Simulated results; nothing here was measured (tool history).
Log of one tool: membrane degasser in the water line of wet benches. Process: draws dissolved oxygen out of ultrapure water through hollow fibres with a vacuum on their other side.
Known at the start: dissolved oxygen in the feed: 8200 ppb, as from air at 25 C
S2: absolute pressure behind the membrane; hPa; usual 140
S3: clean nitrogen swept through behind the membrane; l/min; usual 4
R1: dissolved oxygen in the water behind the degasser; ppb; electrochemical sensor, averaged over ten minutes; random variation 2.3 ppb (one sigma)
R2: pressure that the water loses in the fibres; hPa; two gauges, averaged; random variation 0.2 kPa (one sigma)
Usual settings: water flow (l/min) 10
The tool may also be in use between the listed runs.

run 1 hour=0 | water_flow_(l/min)=10 S2=140 S3=4 | R1=225.4 R2=444
run 2 hour=79.2 | water_flow_(l/min)=10 S2=140 S3=4 | R1=221.4 R2=442.3
run 3 hour=144.1 | water_flow_(l/min)=10 S2=175 S3=4 | R1=246.3 R2=443.8
run 4 hour=230.2 | water_flow_(l/min)=10 S2=175 S3=4 | R1=248.1 R2=442
run 5 hour=284.6 | water_flow_(l/min)=13 S2=140 S3=4 | R1=330.2 R2=578.7
run 6 hour=337.8 | water_flow_(l/min)=10 S2=140 S3=4 | R1=222.4 R2=444.1
-- hour=398.2 vacuum gauge calibrated
run 7 hour=417.3 | water_flow_(l/min)=10 S2=140 S3=4 | R1=222.1 R2=442.8
run 8 hour=513.8 | water_flow_(l/min)=10 S2=140 S3=2.61 | R1=259 R2=443.7
run 9 hour=607.9 | water_flow_(l/min)=10 S2=140 S3=4 | R1=228.6 R2=445.2
run 10 hour=717.5 | water_flow_(l/min)=10 S2=140 S3=11.27 | R1=187.2 R2=446.7
run 11 hour=830 | water_flow_(l/min)=10 S2=140 S3=11.27 | R1=187.3 R2=442.1
run 12 hour=927.6 | water_flow_(l/min)=10 S2=140 S3=11.27 | R1=185.1 R2=439.9
run 13 hour=994.8 | water_flow_(l/min)=10 S2=140 S3=11.27 | R1=182.6 R2=441.6
run 14 hour=1041.4 | water_flow_(l/min)=14 S2=305 S3=4 | R1=499.6 R2=617.2
run 15 hour=1154.3 | water_flow_(l/min)=9 S2=230 S3=3.33 | R1=257.5 R2=398.4
run 16 hour=1266.9 | water_flow_(l/min)=9 S2=185 S3=3.33 | R1=228.5 R2=398.2
run 17 hour=1327 | water_flow_(l/min)=8 S2=279 S3=10.97 | R1=147.9 R2=356.2
run 18 hour=1411.8 | water_flow_(l/min)=8 S2=92 S3=10.97 | R1=115.9 R2=354.3
run 19 hour=1484 | water_flow_(l/min)=8 S2=92 S3=10.97 | R1=115 R2=353.5
run 20 hour=1596.4 | water_flow_(l/min)=8 S2=237 S3=10.97 | R1=141.5 R2=355.5
run 21 hour=1666.5 | water_flow_(l/min)=11 S2=237 S3=10.97 | R1=236.5 R2=490.5
run 22 hour=1726.7 | water_flow_(l/min)=6 S2=140 S3=2.94 | R1=111.6 R2=267.5
run 23 hour=1796.8 | water_flow_(l/min)=6 S2=140 S3=4 | R1=97.4 R2=264.5

5 ways to go on from here, each from the tool as it stands after run 23. What would each give?
run A hour=1879.4 | water_flow_(l/min)=10 S2=140 S3=3.85 | R1=? R2=?
run B hour=1879.4 | water_flow_(l/min)=16 S2=131 S3=4 | R1=? R2=?
run C hour=1879.4 | water_flow_(l/min)=10 S2=89 S3=8.09 | R1=? R2=?
run D hour=1879.4 | water_flow_(l/min)=11 S2=260 S3=3.72 | R1=? R2=?
run E hour=1879.4 | water_flow_(l/min)=14 S2=306 S3=1.97 | R1=? R2=?

run=A R1=228.2 R2=445
run=B R1=439 R2=709
run=C R1=178.6 R2=442.8
run=D R1=344.8 R2=486.1
run=E R1=706.8 R2=622.8
Without the tool's hidden state the same runs would have given:
run=A R1=227.8 R2=444.8
run=B R1=438.5 R2=708.7
run=C R1=178.3 R2=442.5
run=D R1=344.4 R2=485.9
run=E R1=706.2 R2=622.5

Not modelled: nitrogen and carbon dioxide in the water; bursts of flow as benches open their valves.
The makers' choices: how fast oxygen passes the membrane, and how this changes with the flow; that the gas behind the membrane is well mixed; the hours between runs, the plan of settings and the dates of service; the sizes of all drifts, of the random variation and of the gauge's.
